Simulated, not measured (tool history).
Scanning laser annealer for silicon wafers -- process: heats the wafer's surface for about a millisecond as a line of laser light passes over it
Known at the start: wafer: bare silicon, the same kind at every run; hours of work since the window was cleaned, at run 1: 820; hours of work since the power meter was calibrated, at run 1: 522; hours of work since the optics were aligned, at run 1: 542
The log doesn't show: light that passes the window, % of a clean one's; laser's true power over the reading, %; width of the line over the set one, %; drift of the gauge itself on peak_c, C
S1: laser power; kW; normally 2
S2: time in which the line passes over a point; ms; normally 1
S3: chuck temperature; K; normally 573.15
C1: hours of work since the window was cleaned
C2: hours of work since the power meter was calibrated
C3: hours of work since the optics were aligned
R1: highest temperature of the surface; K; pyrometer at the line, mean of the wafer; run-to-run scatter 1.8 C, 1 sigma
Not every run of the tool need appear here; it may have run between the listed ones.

run	day	S1	S2	S3	C1	C2	C3	R1
1	0	2	1	573.15	820	522	542	1326.15
2	0.529	2	1	573.15	828	530	551	1327.15
3	1.196	2	1	573.15	839	541	562	1326.15
4	1.717	2	1	540.15	848	550	570	1295.15
# day 2.55: window over the wafer cleaned
5	2.733	1.9	1	573.15	3	565	586	1279.15
6	3.625	1.9	1	573.15	18	580	600	1284.15
7	4.2	1.9	1	573.15	27	589	610	1279.15
8	4.862	2	1	581.15	38	600	621	1335.15
9	5.742	2	1	581.15	52	614	635	1334.15
10	6.471	2.126	1	573.15	64	626	647	1391.15
11	7.167	1.91	1	573.15	76	638	658	1287.15
12	7.679	2	0.93	573.15	84	646	667	1301.15
13	8.258	2	1	573.15	94	655	676	1324.15
14	8.796	2	1	573.15	102	664	685	1325.15
15	9.342	2	0.98	573.15	111	673	694	1321.15
16	9.975	2	0.98	573.15	122	684	704	1320.15
17	10.508	2	0.99	573.15	130	692	713	1325.15
18	11.542	2	0.99	573.15	147	709	730	1326.15
19	12.562	2	0.99	573.15	164	726	747	1326.15
20	13.442	2	1	573.15	178	740	761	1328.15
21	14.008	2	1.19	573.15	188	750	770	1389.15
22	14.9	2	1	593.15	202	764	785	1348.15
23	15.733	2	1.03	563.15	216	778	799	1327.15

Run 24 is up next; what results do you expect?
24	16.575	2	1	587.15	230	792	812	?

R1: 1339.15 K
With no hidden state in the tool, this same run would have given R1 1339.15 K.

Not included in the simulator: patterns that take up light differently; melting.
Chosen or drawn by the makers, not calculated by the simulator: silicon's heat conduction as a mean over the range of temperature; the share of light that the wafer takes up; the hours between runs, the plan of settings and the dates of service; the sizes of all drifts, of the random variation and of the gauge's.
